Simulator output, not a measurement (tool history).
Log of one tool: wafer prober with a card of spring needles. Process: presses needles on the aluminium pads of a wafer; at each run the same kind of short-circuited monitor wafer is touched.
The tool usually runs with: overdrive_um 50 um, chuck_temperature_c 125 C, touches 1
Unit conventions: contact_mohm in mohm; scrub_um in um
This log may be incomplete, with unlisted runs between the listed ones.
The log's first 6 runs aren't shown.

run	hour	overdrive_um	chuck_temperature_c	touches	contact_mohm	scrub_um
# hour 133.5: tips cleaned on abrasive film
# hour 142.9: height of the first contact set anew
# hour 156.8: tips cleaned on abrasive film
7	156.8	50	125	1	271	6.571
8	175.7	50	125	1	265	6.567
# hour 179.8: tips cleaned on abrasive film
# hour 201.7: tips cleaned on abrasive film
9	201.7	50	125	1	268	6.579
# hour 224: tips cleaned on abrasive film
10	224	50	125	1	266	6.565
# hour 246.1: tips cleaned on abrasive film
11	266.3	50	125	2	270	6.571
# hour 270.1: tips cleaned on abrasive film
# hour 291.9: tips cleaned on abrasive film
12	296.4	50	125	3	269	6.579
# hour 313.6: tips cleaned on abrasive film
13	330.1	50	125	3	263	6.561
# hour 337.1: tips cleaned on abrasive film
# hour 358.5: tips cleaned on abrasive film
14	359.3	50	28	1	242	6.557
# hour 381.8: tips cleaned on abrasive film
15	399.3	50	125	2	266	6.556
# hour 405.1: tips cleaned on abrasive film
16	418.4	50	125	1	269	6.58

Predict the results of run 17:
# hour 428.3: tips cleaned on abrasive film
# hour 444.2: height of the first contact set anew
# hour 451.4: tips cleaned on abrasive film
17	451.4	48	56	2	?	?

{"run 17": {"contact_mohm": 248, "scrub_um": 6.298}}
Minus the tool's unlogged condition, the same run would have read contact_mohm 248 mohm, scrub_um 6.299 um.
